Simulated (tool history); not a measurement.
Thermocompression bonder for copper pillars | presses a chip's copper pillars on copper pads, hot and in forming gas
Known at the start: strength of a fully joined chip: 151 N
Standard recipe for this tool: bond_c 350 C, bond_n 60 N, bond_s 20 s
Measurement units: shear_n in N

| run | hour | bond_c | bond_n | bond_s | shear_n |
|---|---|---|---|---|---|
| 1 | 0.0 | 350 | 60 | 20 | 78.3 |
| 2 | 26.6 | 350 | 60 | 20 | 78.1 |
|  | 36.1 | forming gas filter changed |
| 3 | 49.7 | 350 | 60 | 20 | 77.8 |
| 4 | 81.0 | 350 | 60 | 21 | 79.0 |
| 5 | 113.1 | 350 | 60 | 20 | 78.3 |
| 6 | 130.2 | 350 | 60 | 20 | 77.8 |
| 7 | 146.1 | 350 | 60 | 20 | 77.7 |
| 8 | 174.3 | 350 | 60 | 20 | 78.7 |
| 9 | 199.5 | 350 | 60 | 16 | 72.9 |
|  | 218.9 | forming gas filter changed |
| 10 | 236.6 | 350 | 60 | 20 | 77.6 |
| 11 | 264.9 | 350 | 60 | 20 | 78.5 |
| 12 | 289.4 | 357 | 60 | 20 | 83.3 |
| 13 | 320.0 | 357 | 60 | 20 | 82.6 |
| 14 | 352.3 | 357 | 60 | 20 | 81.7 |
| 15 | 367.5 | 350 | 60 | 20 | 77.8 |
|  | 401.3 | forming gas filter changed |
| 16 | 403.5 | 350 | 46 | 20 | 63.1 |
| 17 | 426.9 | 350 | 46 | 20 | 63.5 |
| 18 | 447.6 | 350 | 68 | 20 | 85.5 |
| 19 | 463.8 | 350 | 68 | 20 | 85.9 |
| 20 | 496.5 | 350 | 68 | 30 | 98.2 |
| 21 | 528.3 | 350 | 68 | 30 | 96.7 |
| 22 | 560.0 | 350 | 68 | 30 | 97.2 |
| 23 | 578.8 | 360 | 81 | 43 | 119.8 |
|  | 584.1 | forming gas filter changed |
| 24 | 610.9 | 348 | 86 | 27 | 106.0 |
| 25 | 633.2 | 348 | 86 | 27 | 106.1 |
| 26 | 652.0 | 348 | 86 | 27 | 105.9 |
| 27 | 676.7 | 348 | 71 | 59 | 115.2 |
| 28 | 692.6 | 350 | 70 | 20 | 87.0 |
| 29 | 712.5 | 370 | 60 | 57 | 116.6 |
| 30 | 728.8 | 349 | 66 | 22 | 86.0 |
| 31 | 756.2 | 320 | 83 | 18 | 77.2 |
|  | 768.6 | forming gas filter changed |
| 32 | 773.1 | 350 | 37 | 22 | 54.9 |
| 33 | 790.6 | 368 | 56 | 38 | 101.0 |
| 34 | 819.3 | 350 | 54 | 15 | 65.1 |
| 35 | 835.1 | 361 | 60 | 32 | 96.9 |
| 36 | 862.2 | 361 | 60 | 32 | 96.9 |
| 37 | 878.0 | 361 | 60 | 32 | 98.1 |
| 38 | 909.5 | 330 | 60 | 12 | 55.4 |
| 39 | 942.7 | 361 | 41 | 20 | 63.5 |

Each row is a separate what-if for the run after 39, all from the same tool condition, not one after another. Results?
|  | 950.8 | forming gas filter changed |
| A | 962.6 | 361 | 49 | 17 | ? |
|  | 950.8 | forming gas filter changed |
| B | 962.6 | 367 | 60 | 14 | ? |
|  | 950.8 | forming gas filter changed |
| C | 962.6 | 350 | 84 | 60 | ? |
|  | 950.8 | forming gas filter changed |
| D | 962.6 | 379 | 41 | 20 | ? |

| run | shear_n |
|---|---|
| A | 67.8 |
| B | 78.8 |
| C | 124.6 |
| D | 71.8 |
What these runs would have given with no unlogged condition in the tool:
| run | shear_n |
|---|---|
| A | 67.6 |
| B | 78.5 |
| C | 124.3 |
| D | 71.5 |
